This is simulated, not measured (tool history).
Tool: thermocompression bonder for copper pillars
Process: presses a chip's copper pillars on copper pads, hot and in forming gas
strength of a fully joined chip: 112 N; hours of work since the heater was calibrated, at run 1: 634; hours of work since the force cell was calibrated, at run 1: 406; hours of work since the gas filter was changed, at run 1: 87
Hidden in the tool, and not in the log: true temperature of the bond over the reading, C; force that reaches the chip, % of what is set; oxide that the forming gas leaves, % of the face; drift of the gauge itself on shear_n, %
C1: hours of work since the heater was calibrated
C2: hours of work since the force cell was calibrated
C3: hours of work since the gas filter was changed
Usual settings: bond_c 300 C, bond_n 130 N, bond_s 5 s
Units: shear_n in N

Run 1, day 0: usual settings; C1 634; C2 406; C3 87. Result: shear_n 81.8 N.
Run 2, day 0.7: usual settings; C1 644; C2 416; C3 98. Result: shear_n 79.5 N.
Run 3, day 1.45: usual settings; C1 656; C2 428; C3 110. Result: shear_n 80.4 N.
Run 4, day 2: usual settings but bond_c 314 C; C1 664; C2 436; C3 118. Result: shear_n 87.6 N.
Run 5, day 2.654: usual settings but bond_c 314 C; C1 674; C2 446; C3 128. Result: shear_n 86.2 N.
Run 6, day 3.433: usual settings but bond_c 291 C; C1 686; C2 458; C3 140. Result: shear_n 74.1 N.
Run 7, day 4.029: usual settings but bond_c 291 C; C1 695; C2 468; C3 149. Result: shear_n 72 N.
Run 8, day 4.5: usual settings but bond_c 291 C; C1 703; C2 475; C3 156. Result: shear_n 71.4 N.
Run 9, day 5.221: usual settings but bond_c 291 C; C1 714; C2 486; C3 168. Result: shear_n 71.5 N.
Run 10, day 5.65: usual settings but bond_c 291 C; C1 720; C2 492; C3 174. Result: shear_n 71.6 N.
Run 11, day 5.971: usual settings but bond_c 291 C; C1 725; C2 497; C3 179. Result: shear_n 70.7 N.
At day 6.104: heater calibrated with a thermocouple chip.
Run 12, day 6.508: usual settings but bond_c 291 C; C1 6; C2 504; C3 186. Result: shear_n 74.3 N.
Run 13, day 7.179: usual settings but bond_c 291 C; C1 17; C2 515; C3 196. Result: shear_n 70.4 N.
Run 14, day 7.729: usual settings but bond_s 7 s; C1 25; C2 523; C3 205. Result: shear_n 82.8 N.
At day 7.85: forming gas filter changed.
Run 15, day 8.542: usual settings; C1 37; C2 535; C3 11. Result: shear_n 85.1 N.
Run 16, day 9.1: usual settings but bond_c 281 C, bond_n 147 N, bond_s 3 s; C1 46; C2 544; C3 19. Result: shear_n 69.6 N.
Run 17, day 9.812: usual settings but bond_c 281 C, bond_n 147 N, bond_s 3 s; C1 57; C2 555; C3 30. Result: shear_n 69 N.
At day 10.5: heater calibrated with a thermocouple chip, once more.
Run 18, day 10.688: usual settings but bond_c 281 C, bond_n 147 N, bond_s 3 s; C1 3; C2 567; C3 42. Result: shear_n 62.5 N.
Run 19, day 11.258: usual settings but bond_c 281 C, bond_n 147 N, bond_s 3 s; C1 12; C2 576; C3 51. Result: shear_n 61.6 N.
Run 20, day 11.717: usual settings but bond_c 281 C, bond_n 147 N, bond_s 3 s; C1 19; C2 583; C3 58. Result: shear_n 62.1 N.
Run 21, day 12.467: usual settings but bond_c 281 C, bond_n 147 N, bond_s 3 s; C1 30; C2 594; C3 70. Result: shear_n 60.8 N.
Run 22, day 13: usual settings but bond_c 275 C; C1 38; C2 602; C3 78. Result: shear_n 58.4 N.
Run 23, day 13.542: usual settings but bond_c 322 C, bond_n 189 N; C1 47; C2 611; C3 86. Result: shear_n 101.9 N.
Run 24, day 14.208: usual settings but bond_c 308 C, bond_n 95 N, bond_s 3 s; C1 57; C2 621; C3 96. Result: shear_n 54 N.
Run 25, day 14.833: usual settings but bond_c 308 C, bond_n 97 N, bond_s 3 s; C1 67; C2 631; C3 106. Result: shear_n 55.1 N.
Run 26, day 15.404: usual settings but bond_c 308 C, bond_n 131 N, bond_s 3 s; C1 75; C2 639; C3 115. Result: shear_n 70.9 N.
Run 27, day 15.821: usual settings but bond_c 308 C, bond_n 104 N, bond_s 3 s; C1 82; C2 646; C3 121. Result: shear_n 57.8 N.
Run 28, day 16.575: usual settings but bond_c 328 C, bond_n 104 N; C1 93; C2 657; C3 133. Result: shear_n 80.4 N.
Run 29, day 17.217: usual settings but bond_c 328 C, bond_n 104 N; C1 103; C2 667; C3 143. Result: shear_n 76.9 N.

4 ways to go on from here, each from the tool as it stands after run 29. What would each give?
Run A, day 17.821: usual settings but bond_c 305 C, bond_n 109 N, bond_s 4 s; C1 112; C2 676; C3 152. Result: shear_n ?.
Run B, day 17.821: usual settings but bond_n 107 N, bond_s 9 s; C1 112; C2 676; C3 152. Result: shear_n ?.
Run C, day 17.821: usual settings but bond_c 328 C, bond_n 89 N, bond_s 14 s; C1 112; C2 676; C3 152. Result: shear_n ?.
Run D, day 17.821: usual settings but bond_c 275 C; C1 112; C2 676; C3 152. Result: shear_n ?.

run  shear_n
  A     62.3
  B     73.6
  C     87.7
  D     57.3
Without the tool's hidden state the same runs would have given:
run  shear_n
  A     68.8
  B     81.1
  C     96.3
  D     63.3

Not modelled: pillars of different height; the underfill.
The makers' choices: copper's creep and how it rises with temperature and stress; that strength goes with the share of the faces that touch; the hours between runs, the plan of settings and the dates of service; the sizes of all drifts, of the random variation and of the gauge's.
